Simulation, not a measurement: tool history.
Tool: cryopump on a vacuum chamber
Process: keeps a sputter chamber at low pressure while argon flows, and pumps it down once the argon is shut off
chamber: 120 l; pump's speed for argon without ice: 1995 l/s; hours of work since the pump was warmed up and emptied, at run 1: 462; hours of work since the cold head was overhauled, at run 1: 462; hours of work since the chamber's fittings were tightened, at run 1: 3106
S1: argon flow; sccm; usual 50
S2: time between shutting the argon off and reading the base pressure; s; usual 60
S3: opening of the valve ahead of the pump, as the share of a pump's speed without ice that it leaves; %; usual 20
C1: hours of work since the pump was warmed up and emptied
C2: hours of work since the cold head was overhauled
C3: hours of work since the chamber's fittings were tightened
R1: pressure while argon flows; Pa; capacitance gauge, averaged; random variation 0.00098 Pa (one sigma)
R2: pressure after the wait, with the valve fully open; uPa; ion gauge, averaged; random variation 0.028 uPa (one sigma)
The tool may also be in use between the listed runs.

run   hour   S1   S2  S3   C1   C2    C3      R1    R2
  1    0.0   50   60  20  462  462  3106  0.2227  2.03
  2   11.5   50   60  38  471  471  3115  0.1203  2.08
  3   26.7   50   60  38  483  483  3127  0.1204  2.04
  4   43.0   50   60  38  496  496  3140  0.1224  2.05
  5   52.5   50   60  20  503  503  3148  0.2221  2.11
  6   65.2   50   60  20  513  513  3158  0.2224  2.10
  7   78.1   50   60  20  524  524  3168  0.2237  2.11
  8   89.7   50   60  20  533  533  3177  0.2224  2.19
  9  103.6  100   23  33  544  544  3188  0.2783  3.97
 10  116.5  100   23  33  554  554  3198  0.2806  3.91
 11  128.9   50  197  31  564  564  3208  0.1482  1.42
 12  143.1   50  197  31  575  575  3219  0.1491  1.35
 13  151.4   50  197  31  581  581  3226  0.1492  1.37
 14  164.5   50  197  31  592  592  3236  0.1484  1.35
 15  178.9   61   60  51  603  603  3247  0.1168  2.14

Forecast each of these 4 alternatives for the next run:
  A  189.6  30   40  17  612  612  3256   ?   ?
  B  189.6  32   37  21  612  612  3256   ?   ?
  C  189.6  50  175  20  612  612  3256   ?   ?
  D  189.6  76   60  41  612  612  3256   ?   ?

run      R1    R2
  A  0.1572  2.76
  B  0.1367  2.83
  C  0.2238  1.41
  D  0.1766  2.20
Without the tool's hidden state the same runs would have given:
run      R1    R2
  A  0.1497  1.87
  B  0.1287  1.95
  C  0.2112  0.53
  D  0.1575  1.30
